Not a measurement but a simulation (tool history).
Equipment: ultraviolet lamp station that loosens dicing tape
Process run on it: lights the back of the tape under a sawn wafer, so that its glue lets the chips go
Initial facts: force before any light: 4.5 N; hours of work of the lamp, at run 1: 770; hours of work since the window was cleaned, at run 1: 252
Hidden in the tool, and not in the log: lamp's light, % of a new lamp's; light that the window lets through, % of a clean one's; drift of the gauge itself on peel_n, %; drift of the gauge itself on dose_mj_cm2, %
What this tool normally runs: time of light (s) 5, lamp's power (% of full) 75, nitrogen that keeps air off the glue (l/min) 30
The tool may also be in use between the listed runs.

run,hour,time of light (s),lamp's power (% of full),nitrogen that keeps air off the glue (l/min),hours of work of the lamp,hours of work since the window was cleaned,force that peels the tape off (N),light that reached the tape (mJ/cm²)
1,0.0,5,75,30,770,252,0.394,140
2,35.0,5,75,30,787,269,0.398,139
3,69.0,5,75,30,803,286,0.386,135
4,127.7,5,75,30,832,315,0.419,140
5,171.5,5,75,30,854,336,0.427,134
# hour 175.4: window cleaned of glue's vapour
6,243.3,2,72,30,888,33,1.813,50
# hour 290.0: window cleaned of glue's vapour, once more
7,304.4,6,98,39,918,7,0.121,226
8,345.5,8,87,30,938,27,0.096,264
9,403.1,8,87,30,966,55,0.090,259
10,484.2,8,75,39,1006,95,0.122,218

Branching from run 10: 4 alternative next runs. What would each branch give?
A,541.3,8,75,49,1034,123,?,?
B,541.3,4,76,34,1034,123,?,?
C,541.3,8,81,57,1034,123,?,?
D,541.3,7,92,30,1034,123,?,?

run,force that peels the tape off (N),light that reached the tape (mJ/cm²)
A,0.102,216
B,0.586,111
C,0.094,228
D,0.128,229
With the hidden condition removed and each run's random variation left untouched, the same runs would have given:
run,force that peels the tape off (N),light that reached the tape (mJ/cm²)
A,0.066,302
B,0.288,154
C,0.072,320
D,0.078,322

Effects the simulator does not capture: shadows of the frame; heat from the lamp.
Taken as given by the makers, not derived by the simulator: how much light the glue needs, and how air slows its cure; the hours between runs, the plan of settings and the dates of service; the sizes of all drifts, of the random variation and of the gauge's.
